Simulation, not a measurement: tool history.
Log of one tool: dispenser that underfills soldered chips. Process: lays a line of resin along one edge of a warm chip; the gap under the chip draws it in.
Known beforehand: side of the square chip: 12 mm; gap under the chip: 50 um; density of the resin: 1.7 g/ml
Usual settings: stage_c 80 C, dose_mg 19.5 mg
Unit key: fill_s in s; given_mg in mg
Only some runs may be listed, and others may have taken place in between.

run,day,stage_c,dose_mg,fill_s,given_mg
1,0.000,80,19.5,158.5,19.42
2,0.383,80,19.5,136.6,19.19
3,0.796,80,19.5,209.3,19.25
4,1.179,80,19.5,193.8,19.15
5,1.562,80,19.5,174.6,19.12
6,1.996,80,19.5,165.2,18.92
7,2.354,80,19.5,144.2,18.69
8,2.762,80,22.7,215.1,21.81
9,3.154,80,22.7,184.2,22.55
10,3.371,80,22.7,137.8,22.58
11,3.758,75,19.5,250.6,19.22
12,4.088,75,19.5,207.4,19.18
13,4.517,75,19.5,201.4,19.12
14,4.804,80,19.2,136.6,18.70
15,5.188,80,19.5,200.4,18.87
16,5.583,80,19.5,180.1,18.79
17,5.846,80,19.5,146.7,18.73
18,6.188,80,19.5,195.4,19.61
19,6.604,73,19.5,236.3,19.31
20,6.829,91,18.8,91.5,18.59
21,7.208,65,22.4,359.7,22.08
22,7.421,71,23.7,215.4,23.30
23,7.688,71,23.7,280.6,23.32
24,8.071,94,18.0,106.4,17.48
25,8.242,94,18.0,128.3,17.43
26,8.638,94,18.0,112.9,17.26
27,8.875,94,18.0,90.0,17.29
28,9.146,94,18.0,120.3,17.24
29,9.342,94,18.0,87.1,17.18
30,9.696,65,16.9,369.4,16.85
31,10.017,83,17.1,151.8,16.94
32,10.404,80,21.9,152.6,21.64
33,10.662,80,21.9,196.7,21.41
34,10.871,84,17.7,129.6,17.29
35,11.204,91,18.4,139.3,18.01

Missing from the log above: 25 entries noted between runs. For each, name the pair of listed runs it sits between and say how the tool's hidden condition differs from the listed run just before to the listed run just after:
Run 1 -> run 2: new syringe of resin (day 0.350)
  resin's viscosity, % of fresh resin's: 116.3 -> 102.2; dose that the valve gives, % of what is set: 99.54 -> 99.05; true chip temperature over the reading, C: 0.81 -> 0.83
  measured value less the no-hidden-state value, fill_s: +17.9 -> -1.4 s; given_mg: -0.09 -> -0.19 mg
Run 3 -> run 4: new syringe of resin (day 0.838)
  resin's viscosity, % of fresh resin's: 155.4 -> 143.2; dose that the valve gives, % of what is set: 98.48 -> 97.95; true chip temperature over the reading, C: 0.85 -> 0.87
  measured value less the no-hidden-state value, fill_s: +70.3 -> +54.1 s; given_mg: -0.30 -> -0.40 mg
Run 4 -> run 5: new syringe of resin (day 1.321)
  resin's viscosity, % of fresh resin's: 143.2 -> 128.2; dose that the valve gives, % of what is set: 97.95 -> 97.39; true chip temperature over the reading, C: 0.87 -> 0.88
  measured value less the no-hidden-state value, fill_s: +54.1 -> +34.1 s; given_mg: -0.40 -> -0.52 mg
Run 5 -> run 6: new syringe of resin (day 1.812)
  resin's viscosity, % of fresh resin's: 128.2 -> 120.9; dose that the valve gives, % of what is set: 97.39 -> 96.8; true chip temperature over the reading, C: 0.88 -> 0.91
  measured value less the no-hidden-state value, fill_s: +34.1 -> +24.2 s; given_mg: -0.52 -> -0.63 mg
Run 6 -> run 7: new syringe of resin (day 2.300)
  resin's viscosity, % of fresh resin's: 120.9 -> 106.9; dose that the valve gives, % of what is set: 96.8 -> 96.37; true chip temperature over the reading, C: 0.91 -> 0.92
  measured value less the no-hidden-state value, fill_s: +24.2 -> +5.0 s; given_mg: -0.63 -> -0.70 mg
Run 8 -> run 9: new syringe of resin (day 2.804); dispensing valve cleaned and set on the balance (day 2.892)
  resin's viscosity, % of fresh resin's: 161.5 -> 137.4; dose that the valve gives, % of what is set: 95.79 -> 99.62; true chip temperature over the reading, C: 0.94 -> 0.96
  measured value less the no-hidden-state value, fill_s: +77.2 -> +45.1 s; given_mg: -0.96 -> -0.09 mg
Run 9 -> run 10: new syringe of resin (day 3.329)
  resin's viscosity, % of fresh resin's: 137.4 -> 104; dose that the valve gives, % of what is set: 99.62 -> 99.35; true chip temperature over the reading, C: 0.96 -> 0.97
  measured value less the no-hidden-state value, fill_s: +45.1 -> +0.3 s; given_mg: -0.09 -> -0.15 mg
Run 11 -> run 12: new syringe of resin (day 3.825)
  resin's viscosity, % of fresh resin's: 154.3 -> 127.6; dose that the valve gives, % of what is set: 98.82 -> 98.34; true chip temperature over the reading, C: 0.99 -> 1.01
  measured value less the no-hidden-state value, fill_s: +82.0 -> +38.5 s; given_mg: -0.23 -> -0.33 mg
Run 12 -> run 13: new syringe of resin (day 4.317)
  resin's viscosity, % of fresh resin's: 127.6 -> 123.3; dose that the valve gives, % of what is set: 98.34 -> 97.73; true chip temperature over the reading, C: 1.01 -> 1.03
  measured value less the no-hidden-state value, fill_s: +38.5 -> +31.8 s; given_mg: -0.33 -> -0.45 mg
Run 13 -> run 14: new syringe of resin (day 4.800)
  resin's viscosity, % of fresh resin's: 123.3 -> 101.7; dose that the valve gives, % of what is set: 97.73 -> 97.32; true chip temperature over the reading, C: 1.03 -> 1.04
  measured value less the no-hidden-state value, fill_s: +31.8 -> -2.6 s; given_mg: -0.45 -> -0.52 mg
Run 15 -> run 16: new syringe of resin (day 5.292)
  resin's viscosity, % of fresh resin's: 150.2 -> 134.8; dose that the valve gives, % of what is set: 96.77 -> 96.25; true chip temperature over the reading, C: 1.06 -> 1.08
  measured value less the no-hidden-state value, fill_s: +61.9 -> +41.4 s; given_mg: -0.63 -> -0.73 mg
Run 16 -> run 17: new syringe of resin (day 5.783)
  resin's viscosity, % of fresh resin's: 134.8 -> 108.4; dose that the valve gives, % of what is set: 96.25 -> 95.88; true chip temperature over the reading, C: 1.08 -> 1.09
  measured value less the no-hidden-state value, fill_s: +41.4 -> +6.3 s; given_mg: -0.73 -> -0.80 mg
Run 17 -> run 18: dispensing valve cleaned and set on the balance (day 6.158)
  resin's viscosity, % of fresh resin's: 108.4 -> 147.1; dose that the valve gives, % of what is set: 95.88 -> 100.11; true chip temperature over the reading, C: 1.09 -> 1.11
  measured value less the no-hidden-state value, fill_s: +6.3 -> +56.7 s; given_mg: -0.80 -> +0.02 mg
Run 18 -> run 19: new syringe of resin (day 6.312)
  resin's viscosity, % of fresh resin's: 147.1 -> 133.6; dose that the valve gives, % of what is set: 100.11 -> 99.49; true chip temperature over the reading, C: 1.11 -> 1.13
  measured value less the no-hidden-state value, fill_s: +56.7 -> +51.3 s; given_mg: +0.02 -> -0.10 mg
Run 19 -> run 20: new syringe of resin (day 6.804)
  resin's viscosity, % of fresh resin's: 133.6 -> 102.8; dose that the valve gives, % of what is set: 99.49 -> 99.19; true chip temperature over the reading, C: 1.13 -> 1.14
  measured value less the no-hidden-state value, fill_s: +51.3 -> -1.2 s; given_mg: -0.10 -> -0.15 mg
Run 21 -> run 22: new syringe of resin (day 7.304)
  resin's viscosity, % of fresh resin's: 151 -> 113.4; dose that the valve gives, % of what is set: 98.59 -> 98.3; true chip temperature over the reading, C: 1.16 -> 1.17
  measured value less the no-hidden-state value, fill_s: +109.6 -> +16.3 s; given_mg: -0.32 -> -0.40 mg
Run 23 -> run 24: new syringe of resin (day 7.783)
  resin's viscosity, % of fresh resin's: 148.8 -> 132.8; dose that the valve gives, % of what is set: 97.9 -> 97.38; true chip temperature over the reading, C: 1.18 -> 1.2
  measured value less the no-hidden-state value, fill_s: +82.8 -> +23.2 s; given_mg: -0.50 -> -0.47 mg
Run 25 -> run 26: new syringe of resin (day 8.283)
  resin's viscosity, % of fresh resin's: 157.9 -> 139.9; dose that the valve gives, % of what is set: 97.13 -> 96.59; true chip temperature over the reading, C: 1.21 -> 1.23
  measured value less the no-hidden-state value, fill_s: +44.0 -> +29.2 s; given_mg: -0.52 -> -0.61 mg
Run 26 -> run 27: new syringe of resin (day 8.771)
  resin's viscosity, % of fresh resin's: 139.9 -> 112.4; dose that the valve gives, % of what is set: 96.59 -> 96.27; true chip temperature over the reading, C: 1.23 -> 1.24
  measured value less the no-hidden-state value, fill_s: +29.2 -> +6.8 s; given_mg: -0.61 -> -0.67 mg
Run 28 -> run 29: new syringe of resin (day 9.258)
  resin's viscosity, % of fresh resin's: 147.8 -> 109; dose that the valve gives, % of what is set: 95.87 -> 95.6; true chip temperature over the reading, C: 1.25 -> 1.26
  measured value less the no-hidden-state value, fill_s: +35.6 -> +4.1 s; given_mg: -0.74 -> -0.79 mg
Run 29 -> run 30: dispensing valve cleaned and set on the balance (day 9.433)
  resin's viscosity, % of fresh resin's: 109 -> 149.5; dose that the valve gives, % of what is set: 95.6 -> 99.57; true chip temperature over the reading, C: 1.26 -> 1.28
  measured value less the no-hidden-state value, fill_s: +4.1 -> +108.8 s; given_mg: -0.79 -> -0.07 mg
Run 30 -> run 31: new syringe of resin (day 9.796)
  resin's viscosity, % of fresh resin's: 149.5 -> 124.7; dose that the valve gives, % of what is set: 99.57 -> 99.08; true chip temperature over the reading, C: 1.28 -> 1.29
  measured value less the no-hidden-state value, fill_s: +108.8 -> +24.1 s; given_mg: -0.07 -> -0.16 mg
Run 31 -> run 32: new syringe of resin (day 10.283)
  resin's viscosity, % of fresh resin's: 124.7 -> 114.3; dose that the valve gives, % of what is set: 99.08 -> 98.52; true chip temperature over the reading, C: 1.29 -> 1.31
  measured value less the no-hidden-state value, fill_s: +24.1 -> +12.3 s; given_mg: -0.16 -> -0.33 mg
Run 33 -> run 34: new syringe of resin (day 10.779)
  resin's viscosity, % of fresh resin's: 149 -> 110.8; dose that the valve gives, % of what is set: 98.16 -> 97.88
  measured value less the no-hidden-state value, fill_s: +58.1 -> +7.1 s; given_mg: -0.40 -> -0.38 mg
